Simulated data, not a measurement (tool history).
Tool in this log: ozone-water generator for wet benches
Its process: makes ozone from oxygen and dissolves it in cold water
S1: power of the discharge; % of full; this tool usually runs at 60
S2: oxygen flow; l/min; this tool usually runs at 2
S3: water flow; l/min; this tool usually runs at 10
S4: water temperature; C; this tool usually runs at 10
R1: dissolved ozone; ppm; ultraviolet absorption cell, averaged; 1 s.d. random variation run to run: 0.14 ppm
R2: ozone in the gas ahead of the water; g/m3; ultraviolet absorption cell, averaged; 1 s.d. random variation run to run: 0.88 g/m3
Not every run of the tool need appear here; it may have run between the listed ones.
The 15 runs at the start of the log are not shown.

Run 16, day 67.125: usual settings but S2 1.55 l/min. Result: R1 12.5 ppm, R2 138.9 g/m3.
Run 17, day 70.679: usual settings but S2 1.55 l/min, S4 6 C. Result: R1 12.9 ppm, R2 140.9 g/m3.
Run 18, day 76.267: usual settings but S2 1.55 l/min, S4 6 C. Result: R1 13 ppm, R2 137.5 g/m3.
Run 19, day 79.712: usual settings but S1 66 % of full, S3 8 l/min, S4 13 C. Result: R1 16.1 ppm, R2 127.2 g/m3.
Run 20, day 82.5: usual settings but S1 66 % of full, S3 8 l/min, S4 13 C. Result: R1 15.9 ppm, R2 127.3 g/m3.
Run 21, day 86.829: usual settings but S1 86 % of full, S2 2.03 l/min, S3 16 l/min, S4 15 C. Result: R1 9.5 ppm, R2 142.7 g/m3.
Run 22, day 89.921: usual settings but S1 86 % of full, S2 2.03 l/min, S3 16 l/min, S4 15 C. Result: R1 9.4 ppm, R2 141.8 g/m3.
Run 23, day 95.567: usual settings but S2 2.93 l/min, S3 15 l/min, S4 13 C. Result: R1 9.3 ppm, R2 101.5 g/m3.
Run 24, day 98.762: usual settings but S2 2.88 l/min, S4 11 C. Result: R1 13.7 ppm, R2 101.4 g/m3.
Run 25, day 102.142: usual settings but S2 2.92 l/min, S4 6 C. Result: R1 14.6 ppm, R2 101.1 g/m3.
Run 26, day 106.438: usual settings. Result: R1 12.8 ppm, R2 120.1 g/m3.
Run 27, day 111.508: usual settings but S1 68 % of full. Result: R1 13.7 ppm, R2 127.7 g/m3.
Run 28, day 116.275: usual settings but S1 68 % of full. Result: R1 13.6 ppm, R2 127.3 g/m3.
Run 29, day 121.329: usual settings but S2 2.84 l/min, S3 11 l/min, S4 8 C. Result: R1 12.7 ppm, R2 101.1 g/m3.
Run 30, day 126.408: usual settings but S2 2.84 l/min, S3 11 l/min, S4 8 C. Result: R1 12.6 ppm, R2 99.9 g/m3.
Run 31, day 130.275: usual settings but S2 2.84 l/min, S3 11 l/min, S4 8 C. Result: R1 12.6 ppm, R2 101.8 g/m3.
Run 32, day 135.375: usual settings but S2 2.84 l/min, S3 11 l/min, S4 8 C. Result: R1 12.7 ppm, R2 101 g/m3.
Run 33, day 138.212: usual settings but S1 80 % of full, S3 7 l/min. Result: R1 19.3 ppm, R2 132.7 g/m3.

What if the next run were any one of these 4? Each begins from the tool's condition after run 33:
Run A, day 142.346: usual settings but S1 80 % of full, S2 2.24 l/min, S3 9 l/min. Result: R1 ?, R2 ?.
Run B, day 142.346: usual settings but S4 8 C. Result: R1 ?, R2 ?.
Run C, day 142.346: usual settings but S1 93 % of full, S2 2.03 l/min, S4 5 C. Result: R1 ?, R2 ?.
Run D, day 142.346: usual settings but S2 1.08 l/min. Result: R1 ?, R2 ?.

run    R1     R2
  A  15.9  125.7
  B  12.8  116.8
  C  16.1  142.4
  D  10.5  154.8
Stripped of hidden state, with their random variation kept, the same runs would have yielded:
run    R1     R2
  A  21.1    162
  B  16.4  145.4
  C  21.7  186.7
  D  13.4    193

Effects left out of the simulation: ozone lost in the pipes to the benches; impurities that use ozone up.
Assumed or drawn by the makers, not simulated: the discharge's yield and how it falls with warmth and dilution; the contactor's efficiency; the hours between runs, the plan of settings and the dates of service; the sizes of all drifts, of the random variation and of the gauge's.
